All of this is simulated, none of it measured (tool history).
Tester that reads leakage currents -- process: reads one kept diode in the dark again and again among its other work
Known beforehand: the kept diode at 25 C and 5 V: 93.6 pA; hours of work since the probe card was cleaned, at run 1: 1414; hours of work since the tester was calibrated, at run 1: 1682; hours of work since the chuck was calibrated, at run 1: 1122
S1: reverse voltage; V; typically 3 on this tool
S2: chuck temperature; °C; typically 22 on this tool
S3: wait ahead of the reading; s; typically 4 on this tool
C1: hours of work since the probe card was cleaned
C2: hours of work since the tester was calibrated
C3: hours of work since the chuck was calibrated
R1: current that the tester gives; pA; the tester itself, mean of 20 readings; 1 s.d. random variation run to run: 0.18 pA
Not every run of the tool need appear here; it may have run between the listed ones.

run 1 hour=0 | S1=3 S2=22 S3=4 | C1=1414 C2=1682 C3=1122 | R1=67.42
-- hour=9.8 chuck's temperature calibrated
run 2 hour=109.4 | S1=9.27 S2=22 S3=4 | C1=1489 C2=1757 C3=69 | R1=104.19
run 3 hour=205.5 | S1=9.27 S2=22 S3=4 | C1=1556 C2=1824 C3=136 | R1=105.61
run 4 hour=344.4 | S1=9.27 S2=22 S3=4 | C1=1653 C2=1920 C3=233 | R1=106.49
run 5 hour=481 | S1=9.27 S2=36 S3=4 | C1=1748 C2=2015 C3=328 | R1=321.35
run 6 hour=568.1 | S1=9.27 S2=36 S3=4 | C1=1808 C2=2076 C3=389 | R1=322.71
run 7 hour=692.1 | S1=3 S2=22 S3=3 | C1=1895 C2=2162 C3=475 | R1=64.19
run 8 hour=801.7 | S1=3 S2=45 S3=4 | C1=1971 C2=2239 C3=552 | R1=383.28
run 9 hour=905.4 | S1=2.38 S2=22 S3=4 | C1=2043 C2=2311 C3=624 | R1=58.14
run 10 hour=975.6 | S1=3 S2=22 S3=4 | C1=2092 C2=2360 C3=673 | R1=65.41
run 11 hour=1056 | S1=3 S2=26 S3=5.85 | C1=2148 C2=2416 C3=729 | R1=91.37
run 12 hour=1155.6 | S1=9.1 S2=22 S3=5.85 | C1=2218 C2=2485 C3=798 | R1=114.12
run 13 hour=1241.7 | S1=5.09 S2=22 S3=1.3 | C1=2278 C2=2545 C3=858 | R1=86.74
-- hour=1253.2 probe card cleaned and baked
run 14 hour=1341.5 | S1=2.61 S2=40 S3=1.3 | C1=61 C2=2613 C3=926 | R1=259.92
run 15 hour=1471.6 | S1=8.16 S2=21 S3=0.48 | C1=152 C2=2703 C3=1016 | R1=110.53

Forecast run 16:
run 16 hour=1559.6 | S1=1.35 S2=21 S3=2.9 | C1=213 C2=2765 C3=1077 | R1=?

Run 16 produced R1 44.08 pA.
With no hidden state in the tool, this same run would have given R1 37.28 pA.
